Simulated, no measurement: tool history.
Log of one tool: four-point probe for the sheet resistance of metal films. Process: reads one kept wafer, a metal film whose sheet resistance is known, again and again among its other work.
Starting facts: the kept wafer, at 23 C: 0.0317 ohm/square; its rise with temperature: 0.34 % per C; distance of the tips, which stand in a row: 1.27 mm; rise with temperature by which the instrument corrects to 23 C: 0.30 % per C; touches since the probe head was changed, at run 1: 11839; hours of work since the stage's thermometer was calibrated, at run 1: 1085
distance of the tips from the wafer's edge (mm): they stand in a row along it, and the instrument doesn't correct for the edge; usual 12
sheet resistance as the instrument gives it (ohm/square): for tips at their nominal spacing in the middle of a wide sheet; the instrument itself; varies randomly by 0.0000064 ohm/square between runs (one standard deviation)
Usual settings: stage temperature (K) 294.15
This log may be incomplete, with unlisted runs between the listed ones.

run	hour	stage temperature (K)	distance of the tips from the wafer's edge (mm)	touches since the probe head was changed	hours of work since the stage's thermometer was calibrated	sheet resistance as the instrument gives it (ohm/square)
1	0.0	294.15	12	11839	1085	0.031922
2	35.2	294.15	12	14087	1112	0.031922
3	66.5	294.15	12	16089	1136	0.031907
4	110.8	295.15	12	18919	1170	0.031922
5	138.7	295.15	12	20698	1191	0.031927
6	171.0	294.15	12	22765	1216	0.031906
7	217.3	293.15	12	25725	1251	0.031888
8	243.9	293.15	12	27424	1272	0.031892
9	275.0	294.15	12	29405	1296	0.031914
10	313.5	294.15	12	31865	1325	0.031899
11	360.0	294.15	12	34838	1361	0.031910
# hour 363.8: stage's thermometer calibrated
12	385.0	294.15	15	36404	16	0.031842
13	412.3	294.15	15	38145	37	0.031834
14	444.1	294.15	4	40178	62	0.033341
15	480.6	294.15	4	42512	90	0.033344
16	517.1	294.15	4	44840	118	0.033359
17	561.4	294.15	12	47670	152	0.031898
18	602.7	294.15	12	50310	183	0.031895
# hour 613.2: stage's thermometer calibrated, once more
19	645.7	300.15	11	53026	25	0.031931
20	672.8	293.15	24	54760	46	0.031678
21	693.2	293.15	24	56058	61	0.031659
22	736.8	293.15	24	58845	95	0.031671
23	766.7	304.15	24	60758	118	0.031784
24	795.1	301.15	4	62569	140	0.033341
25	840.3	301.15	41	65460	174	0.031708
26	865.7	296.15	32	67081	194	0.031662
27	893.9	301.15	46	68884	215	0.031717
28	923.6	301.15	46	70782	238	0.031707
29	955.0	293.15	12	72784	262	0.031791
30	984.4	292.15	20	74664	285	0.031643
31	1007.1	292.15	20	76113	302	0.031644
32	1041.8	302.15	5	78330	329	0.032758
33	1088.1	299.15	30	81289	364	0.031693
34	1127.4	299.15	22	83799	394	0.031721
35	1162.8	294.15	10	86060	422	0.031869

Each row is a separate what-if for the run after 35, all from the same tool condition, not one after another. Results?
A	1201.6	302.15	12	88541	451	?
B	1201.6	303.15	7	88541	451	?
C	1201.6	300.15	57	88541	451	?

run	sheet resistance as the instrument gives it (ohm/square)
A	0.031876
B	0.032233
C	0.031666
The same runs, with their run-to-run variation unchanged, on a tool lacking any hidden condition would have given:
run	sheet resistance as the instrument gives it (ohm/square)
A	0.031962
B	0.032319
C	0.031750
